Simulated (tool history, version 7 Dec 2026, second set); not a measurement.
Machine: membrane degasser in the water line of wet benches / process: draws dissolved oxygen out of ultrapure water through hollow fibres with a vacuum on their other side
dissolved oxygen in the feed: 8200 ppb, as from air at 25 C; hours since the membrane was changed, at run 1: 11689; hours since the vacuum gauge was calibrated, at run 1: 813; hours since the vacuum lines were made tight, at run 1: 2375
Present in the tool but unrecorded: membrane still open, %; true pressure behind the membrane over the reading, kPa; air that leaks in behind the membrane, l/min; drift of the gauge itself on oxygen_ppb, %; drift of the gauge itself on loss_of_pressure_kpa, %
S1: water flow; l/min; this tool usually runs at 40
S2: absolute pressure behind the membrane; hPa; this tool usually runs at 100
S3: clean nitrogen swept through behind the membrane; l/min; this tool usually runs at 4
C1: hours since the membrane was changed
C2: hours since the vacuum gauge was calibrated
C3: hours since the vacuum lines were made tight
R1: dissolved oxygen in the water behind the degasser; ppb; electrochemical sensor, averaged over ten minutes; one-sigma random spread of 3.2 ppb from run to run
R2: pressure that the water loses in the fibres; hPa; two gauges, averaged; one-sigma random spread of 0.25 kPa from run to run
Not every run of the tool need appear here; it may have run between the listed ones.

run 1 day=0 | S1=40 S2=100 S3=4 | C1=11689 C2=813 C3=2375 | R1=322 R2=667.6
run 2 day=8.1 | S1=40 S2=100 S3=4 | C1=11884 C2=1008 C3=2570 | R1=324.7 R2=663.9
run 3 day=13.475 | S1=40 S2=100 S3=4 | C1=12013 C2=1137 C3=2699 | R1=321.4 R2=669.5
run 4 day=20.608 | S1=40 S2=211 S3=4 | C1=12184 C2=1308 C3=2870 | R1=550.1 R2=671.3
run 5 day=28.929 | S1=51 S2=100 S3=4 | C1=12384 C2=1507 C3=3069 | R1=459.7 R2=852.1
run 6 day=40.412 | S1=51 S2=100 S3=4 | C1=12659 C2=1783 C3=3345 | R1=470.7 R2=849.1
run 7 day=49.179 | S1=40 S2=248 S3=4 | C1=12870 C2=1993 C3=3555 | R1=624.9 R2=669.1
run 8 day=57.967 | S1=40 S2=248 S3=4 | C1=13081 C2=2204 C3=3766 | R1=619.3 R2=673.1
run 9 day=70.529 | S1=40 S2=100 S3=4 | C1=13382 C2=2506 C3=4068 | R1=319.9 R2=671.6
run 10 day=79.1 | S1=40 S2=100 S3=4 | C1=13588 C2=2712 C3=4274 | R1=320.7 R2=675.6
run 11 day=88.492 | S1=40 S2=100 S3=4 | C1=13813 C2=2937 C3=4499 | R1=321.4 R2=670.6
run 12 day=95.654 | S1=40 S2=100 S3=4 | C1=13985 C2=3109 C3=4671 | R1=326.8 R2=678.1
run 13 day=100.758 | S1=40 S2=100 S3=4 | C1=14108 C2=3231 C3=4793 | R1=332.2 R2=673.3
run 14 day=111.571 | S1=50 S2=100 S3=4 | C1=14367 C2=3491 C3=5053 | R1=446.7 R2=840.7
run 15 day=118.771 | S1=50 S2=100 S3=4 | C1=14540 C2=3664 C3=5226 | R1=451.5 R2=843.7
-- day=120.342 membrane cartridge changed
run 16 day=124.579 | S1=50 S2=100 S3=4 | C1=102 C2=3799 C3=5361 | R1=446 R2=841.3
run 17 day=132.021 | S1=50 S2=100 S3=4 | C1=280 C2=3978 C3=5540 | R1=441.4 R2=844.4
run 18 day=138.167 | S1=50 S2=100 S3=4 | C1=428 C2=4125 C3=5687 | R1=448.7 R2=842.2
run 19 day=146.212 | S1=26 S2=100 S3=2.77 | C1=621 C2=4318 C3=5880 | R1=204 R2=436.8
run 20 day=155.721 | S1=50 S2=147 S3=7.76 | C1=849 C2=4546 C3=6108 | R1=443 R2=845.9
run 21 day=162.204 | S1=29 S2=70 S3=4 | C1=1005 C2=4702 C3=6264 | R1=143.8 R2=485.6
run 22 day=170.067 | S1=40 S2=100 S3=2.45 | C1=1193 C2=4891 C3=6453 | R1=407 R2=676.5
run 23 day=177.825 | S1=46 S2=100 S3=2.45 | C1=1380 C2=5077 C3=6639 | R1=493.6 R2=778.6
run 24 day=186.2 | S1=60 S2=100 S3=3.78 | C1=1581 C2=5278 C3=6840 | R1=589.6 R2=1011.3
run 25 day=194.142 | S1=50 S2=62 S3=2.29 | C1=1771 C2=5469 C3=7031 | R1=406.9 R2=847.1
run 26 day=205.679 | S1=25 S2=62 S3=2.29 | C1=2048 C2=5745 C3=7307 | R1=130.2 R2=423.2

Each row is a separate what-if for the run after 26, all from the same tool condition, not one after another. Results?
run A day=216.688 | S1=48 S2=62 S3=3.46 | C1=2312 C2=6010 C3=7572 | R1=? R2=?
run B day=216.688 | S1=28 S2=100 S3=4 | C1=2312 C2=6010 C3=7572 | R1=? R2=?
run C day=216.688 | S1=25 S2=62 S3=5.44 | C1=2312 C2=6010 C3=7572 | R1=? R2=?
run D day=216.688 | S1=40 S2=70 S3=4 | C1=2312 C2=6010 C3=7572 | R1=? R2=?
run E day=216.688 | S1=29 S2=62 S3=2.29 | C1=2312 C2=6010 C3=7572 | R1=? R2=?

run=A R1=333.2 R2=813.1
run=B R1=184.7 R2=472
run=C R1=87 R2=423.1
run=D R1=260.5 R2=677.9
run=E R1=162.8 R2=487.8
Stripped of hidden state, with their random variation kept, the same runs would have yielded:
run=A R1=333 R2=800.5
run=B R1=184.6 R2=464.6
run=C R1=86.9 R2=416.4
run=D R1=260.3 R2=667.3
run=E R1=162.6 R2=480.2

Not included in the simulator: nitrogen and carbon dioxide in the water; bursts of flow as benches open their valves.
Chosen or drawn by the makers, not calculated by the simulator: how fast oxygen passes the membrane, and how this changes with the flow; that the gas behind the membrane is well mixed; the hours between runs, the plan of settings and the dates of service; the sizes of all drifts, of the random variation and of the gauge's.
